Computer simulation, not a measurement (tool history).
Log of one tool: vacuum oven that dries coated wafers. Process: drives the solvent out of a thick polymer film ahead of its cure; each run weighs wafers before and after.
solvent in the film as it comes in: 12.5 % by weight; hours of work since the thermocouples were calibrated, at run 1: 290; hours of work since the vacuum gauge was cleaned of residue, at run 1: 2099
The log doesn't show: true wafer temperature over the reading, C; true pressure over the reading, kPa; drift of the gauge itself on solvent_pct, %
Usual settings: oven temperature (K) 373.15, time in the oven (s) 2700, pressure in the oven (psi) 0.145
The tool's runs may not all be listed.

| run | hour | oven temperature (K) | time in the oven (s) | pressure in the oven (psi) | hours of work since the thermocouples were calibrated | hours of work since the vacuum gauge was cleaned of residue | solvent left in the film (%) |
|---|---|---|---|---|---|---|---|
| 1 | 0.0 | 373.15 | 2700 | 0.145 | 290 | 2099 | 1.43 |
| 2 | 64.9 | 373.15 | 2700 | 0.429 | 335 | 2145 | 3.01 |
| 3 | 98.0 | 373.15 | 2700 | 0.145 | 358 | 2168 | 1.42 |
| 4 | 165.6 | 383.15 | 2700 | 0.145 | 406 | 2215 | 0.81 |
| 5 | 241.9 | 373.15 | 2700 | 0.145 | 459 | 2268 | 1.43 |
| 6 | 293.4 | 373.15 | 2700 | 0.145 | 495 | 2304 | 1.39 |
| 7 | 359.0 | 373.15 | 2700 | 0.145 | 541 | 2350 | 1.42 |
| 8 | 402.1 | 373.15 | 2700 | 0.145 | 571 | 2380 | 1.41 |
| 9 | 475.4 | 373.15 | 2700 | 0.145 | 622 | 2432 | 1.40 |
| 10 | 536.8 | 361.15 | 4560 | 0.296 | 665 | 2475 | 3.29 |
| 11 | 580.4 | 373.15 | 2520 | 0.126 | 696 | 2505 | 1.38 |
| 12 | 646.9 | 371.15 | 1440 | 0.331 | 742 | 2552 | 3.92 |
| 13 | 691.5 | 372.15 | 3600 | 0.081 | 773 | 2583 | 0.86 |
| 14 | 760.1 | 372.15 | 3600 | 0.081 | 821 | 2631 | 0.86 |
| 15 | 805.4 | 367.15 | 1380 | 0.242 | 853 | 2662 | 4.40 |
| 16 | 872.6 | 378.15 | 1380 | 0.242 | 900 | 2709 | 2.30 |
| 17 | 904.0 | 378.15 | 1380 | 0.242 | 922 | 2731 | 2.31 |
| 18 | 958.0 | 386.15 | 2700 | 0.467 | 960 | 2769 | 1.77 |

Forecast each of these 3 alternatives for the next run:
| A | 1011.6 | 371.15 | 2700 | 0.145 | 997 | 2807 | ? |
| B | 1011.6 | 370.15 | 2700 | 0.145 | 997 | 2807 | ? |
| C | 1011.6 | 358.15 | 2820 | 0.091 | 997 | 2807 | ? |

| run | solvent left in the film (%) |
|---|---|
| A | 1.56 |
| B | 1.69 |
| C | 3.20 |
Without the tool's hidden state the same runs would have given:
| run | solvent left in the film (%) |
|---|---|
| A | 1.61 |
| B | 1.75 |
| C | 3.41 |

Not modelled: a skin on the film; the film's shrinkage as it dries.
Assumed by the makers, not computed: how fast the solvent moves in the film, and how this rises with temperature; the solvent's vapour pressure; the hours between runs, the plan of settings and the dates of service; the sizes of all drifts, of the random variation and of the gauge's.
